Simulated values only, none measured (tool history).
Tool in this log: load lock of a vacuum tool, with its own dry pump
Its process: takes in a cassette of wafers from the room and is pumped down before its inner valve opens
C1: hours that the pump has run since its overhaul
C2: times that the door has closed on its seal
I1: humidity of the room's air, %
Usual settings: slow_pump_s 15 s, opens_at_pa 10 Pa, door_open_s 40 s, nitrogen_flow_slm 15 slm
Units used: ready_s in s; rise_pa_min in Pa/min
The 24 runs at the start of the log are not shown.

run 25 hour=2314.5 | slow_pump_s=14 opens_at_pa=7 door_open_s=43 nitrogen_flow_slm=28 | C1=4460 C2=11486 | I1=49 | ready_s=22.8 rise_pa_min=0.029
run 26 hour=2392.4 | slow_pump_s=17 opens_at_pa=7 door_open_s=43 nitrogen_flow_slm=7 | C1=4538 C2=11780 | I1=41.8 | ready_s=25 rise_pa_min=0.05
run 27 hour=2497.8 | slow_pump_s=15 opens_at_pa=19 door_open_s=207 nitrogen_flow_slm=5 | C1=4644 C2=12176 | I1=45.2 | ready_s=22.2 rise_pa_min=0.094
run 28 hour=2578.6 | slow_pump_s=13 opens_at_pa=19 door_open_s=207 nitrogen_flow_slm=6 | C1=4724 C2=12481 | I1=43.8 | ready_s=20.8 rise_pa_min=0.086
run 29 hour=2708.7 | slow_pump_s=13 opens_at_pa=19 door_open_s=207 nitrogen_flow_slm=6 | C1=4855 C2=12970 | I1=47.1 | ready_s=21.1 rise_pa_min=0.092
run 30 hour=2826 | slow_pump_s=13 opens_at_pa=19 door_open_s=207 nitrogen_flow_slm=6 | C1=4972 C2=13411 | I1=48.1 | ready_s=20.8 rise_pa_min=0.095
run 31 hour=2896.6 | slow_pump_s=15 opens_at_pa=19 door_open_s=40 nitrogen_flow_slm=15 | C1=5042 C2=13677 | I1=44 | ready_s=22.5 rise_pa_min=0.041
run 32 hour=3009.2 | slow_pump_s=15 opens_at_pa=14 door_open_s=170 nitrogen_flow_slm=15 | C1=5155 C2=14101 | I1=47.1 | ready_s=22.7 rise_pa_min=0.059
run 33 hour=3116.1 | slow_pump_s=15 opens_at_pa=14 door_open_s=170 nitrogen_flow_slm=15 | C1=5262 C2=14503 | I1=43.7 | ready_s=22.6 rise_pa_min=0.056

What does the tool deliver on the next run?
run 34 hour=3234.9 | slow_pump_s=11 opens_at_pa=13 door_open_s=179 nitrogen_flow_slm=24 | C1=5381 C2=14950 | I1=42.8 | ready_s=? rise_pa_min=?

ready_s: 19.6 s
rise_pa_min: 0.048 Pa/min
Were there no unlogged condition in the tool, this run, its random variation unchanged, would have produced ready_s 19.6 s, rise_pa_min 0.048 Pa/min.

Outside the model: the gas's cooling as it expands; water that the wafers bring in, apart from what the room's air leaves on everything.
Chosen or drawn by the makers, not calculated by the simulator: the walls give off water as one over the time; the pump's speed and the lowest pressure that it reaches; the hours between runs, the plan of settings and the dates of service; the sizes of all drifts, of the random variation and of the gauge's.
